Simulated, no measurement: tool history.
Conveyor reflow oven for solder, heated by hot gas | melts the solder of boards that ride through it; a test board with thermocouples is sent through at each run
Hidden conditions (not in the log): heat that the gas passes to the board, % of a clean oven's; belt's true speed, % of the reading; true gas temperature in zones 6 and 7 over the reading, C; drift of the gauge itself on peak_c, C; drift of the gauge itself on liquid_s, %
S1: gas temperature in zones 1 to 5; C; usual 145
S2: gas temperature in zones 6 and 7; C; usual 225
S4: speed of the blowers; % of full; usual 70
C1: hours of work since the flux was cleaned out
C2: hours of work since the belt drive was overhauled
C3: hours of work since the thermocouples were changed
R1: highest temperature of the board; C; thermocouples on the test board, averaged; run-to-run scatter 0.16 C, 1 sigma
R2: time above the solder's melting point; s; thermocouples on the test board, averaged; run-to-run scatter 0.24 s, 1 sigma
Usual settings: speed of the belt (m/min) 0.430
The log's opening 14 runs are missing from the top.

run 15 hour=507.0 | S1=145 S2=235 speed_of_the_belt_(m/min)=0.430 S4=70 | C1=19 C2=466 C3=541 | R1=219.9 R2=67.9
run 16 hour=545.7 | S1=145 S2=235 speed_of_the_belt_(m/min)=0.430 S4=70 | C1=38 C2=485 C3=560 | R1=219.9 R2=67.7
-- hour=556.4 thermocouples of zones 6 and 7 changed
run 17 hour=589.6 | S1=147 S2=240 speed_of_the_belt_(m/min)=0.426 S4=51 | C1=59 C2=506 C3=17 | R1=216.8 R2=65.5
run 18 hour=631.2 | S1=147 S2=240 speed_of_the_belt_(m/min)=0.426 S4=51 | C1=80 C2=527 C3=37 | R1=216.7 R2=65.6
run 19 hour=668.7 | S1=147 S2=240 speed_of_the_belt_(m/min)=0.426 S4=51 | C1=98 C2=545 C3=56 | R1=216.2 R2=65.3
run 20 hour=714.9 | S1=143 S2=234 speed_of_the_belt_(m/min)=0.465 S4=88 | C1=121 C2=568 C3=79 | R1=217.9 R2=60.7
run 21 hour=747.5 | S1=143 S2=234 speed_of_the_belt_(m/min)=0.465 S4=88 | C1=138 C2=585 C3=95 | R1=217.9 R2=60.7
run 22 hour=783.1 | S1=145 S2=214 speed_of_the_belt_(m/min)=0.430 S4=85 | C1=155 C2=602 C3=113 | R1=202.7 R2=51.9
run 23 hour=814.2 | S1=159 S2=230 speed_of_the_belt_(m/min)=0.488 S4=85 | C1=171 C2=618 C3=128 | R1=215.4 R2=62.7
run 24 hour=853.1 | S1=159 S2=230 speed_of_the_belt_(m/min)=0.488 S4=85 | C1=190 C2=637 C3=148 | R1=215.5 R2=62.8
run 25 hour=886.3 | S1=145 S2=230 speed_of_the_belt_(m/min)=0.488 S4=81 | C1=207 C2=654 C3=164 | R1=211.5 R2=52.9
run 26 hour=936.4 | S1=145 S2=215 speed_of_the_belt_(m/min)=0.430 S4=70 | C1=232 C2=679 C3=189 | R1=200.5 R2=47.6
-- hour=952.8 flux residue cleaned out of gas plates and filters
run 27 hour=985.9 | S1=134 S2=215 speed_of_the_belt_(m/min)=0.430 S4=89 | C1=16 C2=701 C3=211 | R1=203.6 R2=49.2
run 28 hour=1036.2 | S1=134 S2=215 speed_of_the_belt_(m/min)=0.430 S4=89 | C1=41 C2=726 C3=236 | R1=203.6 R2=48.9
run 29 hour=1062.7 | S1=145 S2=230 speed_of_the_belt_(m/min)=0.350 S4=52 | C1=55 C2=739 C3=250 | R1=215.4 R2=79.5
run 30 hour=1093.0 | S1=145 S2=235 speed_of_the_belt_(m/min)=0.350 S4=52 | C1=70 C2=754 C3=265 | R1=219.7 R2=84.0
run 31 hour=1124.8 | S1=145 S2=235 speed_of_the_belt_(m/min)=0.350 S4=52 | C1=86 C2=770 C3=281 | R1=219.9 R2=83.8

Branching from run 31: 4 alternative next runs. What would each branch give?
run A hour=1165.7 | S1=148 S2=225 speed_of_the_belt_(m/min)=0.430 S4=62 | C1=106 C2=790 C3=301 | R1=? R2=?
run B hour=1165.7 | S1=145 S2=225 speed_of_the_belt_(m/min)=0.430 S4=88 | C1=106 C2=790 C3=301 | R1=? R2=?
run C hour=1165.7 | S1=145 S2=225 speed_of_the_belt_(m/min)=0.457 S4=86 | C1=106 C2=790 C3=301 | R1=? R2=?
run D hour=1165.7 | S1=134 S2=225 speed_of_the_belt_(m/min)=0.349 S4=53 | C1=106 C2=790 C3=301 | R1=? R2=?

run=A R1=208.5 R2=58.9
run=B R1=213.5 R2=63.8
run=C R1=211.5 R2=57.9
run=D R1=209.4 R2=67.6
Had the tool no hidden state, the same runs would have come out as:
run=A R1=208.4 R2=58.1
run=B R1=213.4 R2=63.1
run=C R1=211.5 R2=57.4
run=D R1=209.1 R2=66.5
